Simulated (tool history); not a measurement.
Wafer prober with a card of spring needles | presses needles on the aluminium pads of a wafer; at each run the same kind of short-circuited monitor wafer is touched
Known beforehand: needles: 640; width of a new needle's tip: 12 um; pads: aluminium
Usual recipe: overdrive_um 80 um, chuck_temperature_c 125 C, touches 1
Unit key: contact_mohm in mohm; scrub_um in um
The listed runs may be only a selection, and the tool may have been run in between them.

run,hour,overdrive_um,chuck_temperature_c,touches,contact_mohm,scrub_um
1,0,80,125,1,221,15.37
# hour 8.2: tips cleaned on abrasive film
# hour 20.9: tips cleaned on abrasive film
# hour 34.3: tips cleaned on abrasive film
# hour 37.3: height of the first contact set anew
# hour 46.4: tips cleaned on abrasive film
2,46.4,80,125,1,177,15.53
# hour 59.8: tips cleaned on abrasive film
# hour 70.7: tips cleaned on abrasive film
3,75.5,80,125,1,218,15.49
# hour 83.6: tips cleaned on abrasive film
# hour 94.5: tips cleaned on abrasive film
# hour 108.1: tips cleaned on abrasive film
# hour 119: tips cleaned on abrasive film
4,119.7,80,125,1,190,15.43
# hour 130.1: tips cleaned on abrasive film
# hour 143.5: tips cleaned on abrasive film
5,153.8,80,125,1,243,15.44
# hour 156.6: tips cleaned on abrasive film
# hour 167.5: tips cleaned on abrasive film
# hour 180.5: tips cleaned on abrasive film
6,180.5,80,125,1,174,15.34
# hour 193.6: tips cleaned on abrasive film
# hour 206.8: tips cleaned on abrasive film
7,210.8,80,125,1,227,15.35
# hour 218.6: tips cleaned on abrasive film
# hour 224.3: height of the first contact set anew
# hour 231.8: tips cleaned on abrasive film
# hour 242.7: tips cleaned on abrasive film
8,247.9,80,125,1,229,15.48
# hour 255.6: tips cleaned on abrasive film
# hour 269: tips cleaned on abrasive film
9,270.1,80,125,1,194,15.44
# hour 281: tips cleaned on abrasive film
# hour 294.6: tips cleaned on abrasive film
# hour 308: tips cleaned on abrasive film
10,312,80,125,1,222,15.42
# hour 320.2: tips cleaned on abrasive film
# hour 333.5: tips cleaned on abrasive film
11,336.1,80,125,1,208,15.42
# hour 347: tips cleaned on abrasive film
# hour 360.6: tips cleaned on abrasive film
# hour 373.6: tips cleaned on abrasive film
12,379.5,80,33,1,227,15.36
# hour 385: tips cleaned on abrasive film
# hour 398.4: tips cleaned on abrasive film
13,406.4,80,33,1,233,15.35
# hour 411.9: tips cleaned on abrasive film
# hour 412.2: height of the first contact set anew
# hour 425.3: tips cleaned on abrasive film
# hour 438.8: tips cleaned on abrasive film
# hour 449.7: tips cleaned on abrasive film
14,451.4,80,33,1,189,15.48
# hour 462.3: tips cleaned on abrasive film
# hour 475.9: tips cleaned on abrasive film
# hour 489.2: tips cleaned on abrasive film
# hour 500.5: tips cleaned on abrasive film
15,500.5,79,35,1,166,15.21
# hour 513.7: tips cleaned on abrasive film
# hour 527.1: tips cleaned on abrasive film
# hour 540.1: tips cleaned on abrasive film
16,550.2,80,87,1,245,15.38
# hour 553: tips cleaned on abrasive film
# hour 566.6: tips cleaned on abrasive film
17,572.9,80,87,1,237,15.39

Branching from run 17: 5 alternative next runs. What would each branch give?
# hour 578.4: tips cleaned on abrasive film
# hour 591.8: tips cleaned on abrasive film
# hour 600: height of the first contact set anew
# hour 605.5: tips cleaned on abrasive film
A,614,89,67,3,?,?
# hour 578.4: tips cleaned on abrasive film
# hour 591.8: tips cleaned on abrasive film
# hour 600: height of the first contact set anew
# hour 605.5: tips cleaned on abrasive film
B,614,99,125,1,?,?
# hour 578.4: tips cleaned on abrasive film
# hour 591.8: tips cleaned on abrasive film
# hour 600: height of the first contact set anew
# hour 605.5: tips cleaned on abrasive film
C,614,63,32,3,?,?
# hour 578.4: tips cleaned on abrasive film
# hour 591.8: tips cleaned on abrasive film
# hour 600: height of the first contact set anew
# hour 605.5: tips cleaned on abrasive film
D,614,84,80,1,?,?
# hour 578.4: tips cleaned on abrasive film
# hour 591.8: tips cleaned on abrasive film
# hour 600: height of the first contact set anew
# hour 605.5: tips cleaned on abrasive film
E,614,64,125,3,?,?

run,contact_mohm,scrub_um
A,187,17.24
B,223,19.18
C,204,12.24
D,234,16.24
E,212,12.37
Take away the tool's hidden state, keep each run's random variation, and the runs would have read:
run,contact_mohm,scrub_um
A,163,17.25
B,173,19.19
C,160,12.25
D,165,16.25
E,175,12.39

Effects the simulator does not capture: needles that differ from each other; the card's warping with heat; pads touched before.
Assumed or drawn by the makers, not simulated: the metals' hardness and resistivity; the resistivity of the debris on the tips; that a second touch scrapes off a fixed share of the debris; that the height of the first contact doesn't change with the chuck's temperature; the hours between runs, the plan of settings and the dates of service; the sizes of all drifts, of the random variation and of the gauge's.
